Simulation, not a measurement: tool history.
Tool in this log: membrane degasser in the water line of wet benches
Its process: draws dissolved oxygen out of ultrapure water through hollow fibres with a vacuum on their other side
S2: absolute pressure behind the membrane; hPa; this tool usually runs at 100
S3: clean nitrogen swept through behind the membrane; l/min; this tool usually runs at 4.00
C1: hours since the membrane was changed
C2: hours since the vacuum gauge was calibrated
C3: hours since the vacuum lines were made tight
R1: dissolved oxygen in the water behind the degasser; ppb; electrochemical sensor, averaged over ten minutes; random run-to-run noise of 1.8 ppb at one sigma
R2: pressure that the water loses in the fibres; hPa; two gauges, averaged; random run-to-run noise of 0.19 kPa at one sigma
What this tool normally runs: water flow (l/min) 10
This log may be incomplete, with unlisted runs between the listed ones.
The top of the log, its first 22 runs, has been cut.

Run 23, day 91.292: usual settings but water flow (l/min) 13, S2 172 hPa, S3 5.67 l/min; C1 3263; C2 5129; C3 3823. Result: R1 276.2 ppb, R2 504.4 hPa.
Run 24, day 96.217: usual settings but water flow (l/min) 6, S2 60 hPa, S3 5.66 l/min; C1 3381; C2 5247; C3 3941. Result: R1 84.3 ppb, R2 232.7 hPa.
Run 25, day 99.542: usual settings but S2 60 hPa, S3 6.25 l/min; C1 3461; C2 5327; C3 4021. Result: R1 161.3 ppb, R2 390.5 hPa.
Run 26, day 103.400: usual settings but S2 60 hPa, S3 2.51 l/min; C1 3554; C2 5419; C3 4113. Result: R1 183.7 ppb, R2 387.2 hPa.
Run 27, day 107.979: usual settings but S2 154 hPa, S3 5.15 l/min; C1 3663; C2 5529; C3 4223. Result: R1 214.5 ppb, R2 389.2 hPa.
Run 28, day 111.338: usual settings but water flow (l/min) 14, S2 97 hPa, S3 8.96 l/min; C1 3744; C2 5610; C3 4304. Result: R1 257.1 ppb, R2 550.6 hPa.
Run 29, day 114.100: usual settings but water flow (l/min) 14, S2 97 hPa, S3 8.96 l/min; C1 3810; C2 5676; C3 4370. Result: R1 250.2 ppb, R2 545.1 hPa.
At day 117.125: seals of the vacuum lines changed.
Run 30, day 119.075: usual settings but water flow (l/min) 11, S2 132 hPa, S3 6.45 l/min; C1 3928; C2 5794; C3 47. Result: R1 210.5 ppb, R2 431.2 hPa.
Run 31, day 122.892: usual settings but water flow (l/min) 11, S2 132 hPa, S3 6.45 l/min; C1 4019; C2 5885; C3 138. Result: R1 218.0 ppb, R2 430.2 hPa.

Predict each of these 4 candidate next runs independently; none follows another, all start after run 31:
At day 127.029: vacuum gauge calibrated.
Run A, day 127.850: usual settings but water flow (l/min) 11, S2 123 hPa, S3 6.45 l/min; C1 4138; C2 20; C3 257. Result: R1 ?, R2 ?.
At day 127.029: vacuum gauge calibrated.
Run B, day 127.850: usual settings but S2 220 hPa; C1 4138; C2 20; C3 257. Result: R1 ?, R2 ?.
At day 127.029: vacuum gauge calibrated.
Run C, day 127.850: usual settings but water flow (l/min) 15, S2 174 hPa, S3 8.89 l/min; C1 4138; C2 20; C3 257. Result: R1 ?, R2 ?.
At day 127.029: vacuum gauge calibrated.
Run D, day 127.850: usual settings but water flow (l/min) 8, S2 140 hPa, S3 4.59 l/min; C1 4138; C2 20; C3 257. Result: R1 ?, R2 ?.

run     R1     R2
  A  211.2  430.4
  B  266.5  392.4
  C  307.7  582.3
  D  160.2  310.7
Without the tool's unlogged condition, the same runs would have read:
run     R1     R2
  A  189.6  416.1
  B  246.7  379.5
  C  279.5  563.0
  D  144.5  300.4
